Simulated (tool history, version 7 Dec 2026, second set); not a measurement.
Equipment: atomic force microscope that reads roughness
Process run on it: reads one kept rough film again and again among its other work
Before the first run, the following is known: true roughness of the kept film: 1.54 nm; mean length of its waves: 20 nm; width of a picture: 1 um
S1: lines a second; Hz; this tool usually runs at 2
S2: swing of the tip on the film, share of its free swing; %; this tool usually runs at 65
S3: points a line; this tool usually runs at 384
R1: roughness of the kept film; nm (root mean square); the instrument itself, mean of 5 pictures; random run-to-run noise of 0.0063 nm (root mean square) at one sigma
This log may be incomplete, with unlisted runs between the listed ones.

run	hour	S1	S2	S3	R1
1	0	2	65	384	1.231
2	25.2	2	65	384	1.237
# hour 32.5: new tip fitted
3	46	2.92	65	384	1.184
4	67.2	0.69	65	384	1.286
5	96.8	0.69	65	384	1.284
6	128.1	0.69	65	384	1.286
# hour 149.7: new tip fitted
7	151.3	0.69	65	384	1.284
8	176.1	2.51	65	384	1.205
9	204.3	2.51	65	384	1.209
10	234.1	2	65	289	1.21
11	259.5	2	87	384	1.074
# hour 266.2: new tip fitted
12	280.4	2	87	384	1.072
13	306.3	2	65	384	1.228
14	323.3	2	65	384	1.222
15	344.7	2	65	268	1.206
16	360.4	2	65	268	1.213
17	379.7	2	65	268	1.213
# hour 383.8: new tip fitted
18	408.5	2	65	268	1.205
19	431.2	2.09	65	1007	1.244
20	449.4	2.24	56	361	1.24
21	473	2.24	56	361	1.26
# hour 500.5: new tip fitted
22	504	2.24	56	361	1.243
23	522.1	2.36	60	712	1.255
24	540	2.36	60	712	1.249
25	555.6	0.77	60	489	1.306
26	587.4	2	85	305	1.083
27	609.4	3.28	63	340	1.188
# hour 617.3: new tip fitted
28	625.8	2	73	636	1.197
29	650.5	0.57	79	604	1.267
30	663.9	2	65	435	1.238
31	677.3	2	65	435	1.227
32	700.5	3.3	62	429	1.207
33	730.5	3.3	72	429	1.127
# hour 735.9: new tip fitted
34	758.8	0.86	62	805	1.29
35	780.9	0.86	62	805	1.302

What if the next run were any one of these 3? Each begins from the tool's condition after run 35:
A	794.6	3.07	66	329	?
B	794.6	0.57	62	805	?
C	794.6	0.86	83	805	?

run	R1
A	1.181
B	1.317
C	1.236
Without the tool's unlogged condition, the same runs would have read:
run	R1
A	1.182
B	1.319
C	1.237
